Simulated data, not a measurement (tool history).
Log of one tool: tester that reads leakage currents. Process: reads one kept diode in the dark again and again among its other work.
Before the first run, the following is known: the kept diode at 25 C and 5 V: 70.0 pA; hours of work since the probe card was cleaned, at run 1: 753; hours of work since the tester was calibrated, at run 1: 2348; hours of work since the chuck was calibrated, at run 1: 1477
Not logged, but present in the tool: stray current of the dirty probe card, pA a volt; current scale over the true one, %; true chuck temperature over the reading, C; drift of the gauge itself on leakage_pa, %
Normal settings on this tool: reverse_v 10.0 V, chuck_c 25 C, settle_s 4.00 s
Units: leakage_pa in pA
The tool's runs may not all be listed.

run    hour  reverse_v  chuck_c  settle_s  hours of work since the probe card was cleaned  hours of work since the tester was calibrated  hours of work since the chuck was calibrated  leakage_pa
  1     0.0       10.0       25      4.00                                             753                                           2348                                          1477       93.21
  2   229.7       15.4       25      4.00                                             911                                           2506                                          1635      111.55
  3   398.6       15.4       25      4.00                                            1027                                           2622                                          1751      111.35
  4   622.6       15.4       25      4.00                                            1181                                           2776                                          1905      111.65
  5   877.5       15.4       25      4.00                                            1356                                           2952                                          2080      111.33
  6  1167.0       15.4       25      4.00                                            1556                                           3151                                          2280      111.52
     1256.3  -- tester calibrated
     1284.2  -- chuck's temperature calibrated
  7  1405.1       15.4       25      4.00                                            1717                                            101                                            83      111.48
  8  1587.1       15.4       25      4.00                                            1842                                            226                                           208      111.18
  9  1796.0       15.4       25      4.00                                            1985                                            370                                           352      110.76
 10  1966.1       15.4       25      4.00                                            2102                                            487                                           469      111.82
 11  2107.0       10.3       25      4.00                                            2199                                            584                                           566       94.21
 12  2272.7       10.3       25      4.00                                            2313                                            698                                           680       94.50
 13  2422.7       10.3       25      4.00                                            2417                                            801                                           783       95.02
 14  2584.8       10.0       25      5.80                                            2528                                            912                                           895       93.93
     2698.4  -- probe card cleaned and baked
 15  2838.1       10.0       25      4.00                                              96                                           1085                                          1067       93.94
 16  2965.3       10.0       22      4.74                                             184                                           1172                                          1154       71.87
 17  3154.3       10.0       22      4.74                                             314                                           1302                                          1284       71.12
 18  3367.2        2.2       22      2.92                                             460                                           1449                                          1431       38.63
 19  3504.4        2.3       22      4.23                                             554                                           1543                                          1525       39.41
 20  3759.1        8.8       33      7.40                                             730                                           1718                                          1700      176.07
 21  4006.3        2.1       41      0.41                                             900                                           1888                                          1870      190.14
 22  4221.8       10.0       29      4.00                                            1048                                           2036                                          2019      133.09
 23  4481.2       10.0       29      4.00                                            1226                                           2215                                          2197      132.00
     4720.5  -- chuck's temperature calibrated
 24  4769.4        1.4       29      9.15                                            1423                                           2412                                            34       59.59
 25  4916.3        5.9       37      0.92                                            1524                                           2513                                           135      209.44

Forecast run 26:
 26  5048.5        6.5       25      4.00                                            1615                                           2604                                           226           ?

leakage_pa: 78.35 pA
Without the tool's hidden state the same run would have given leakage_pa 78.31 pA.

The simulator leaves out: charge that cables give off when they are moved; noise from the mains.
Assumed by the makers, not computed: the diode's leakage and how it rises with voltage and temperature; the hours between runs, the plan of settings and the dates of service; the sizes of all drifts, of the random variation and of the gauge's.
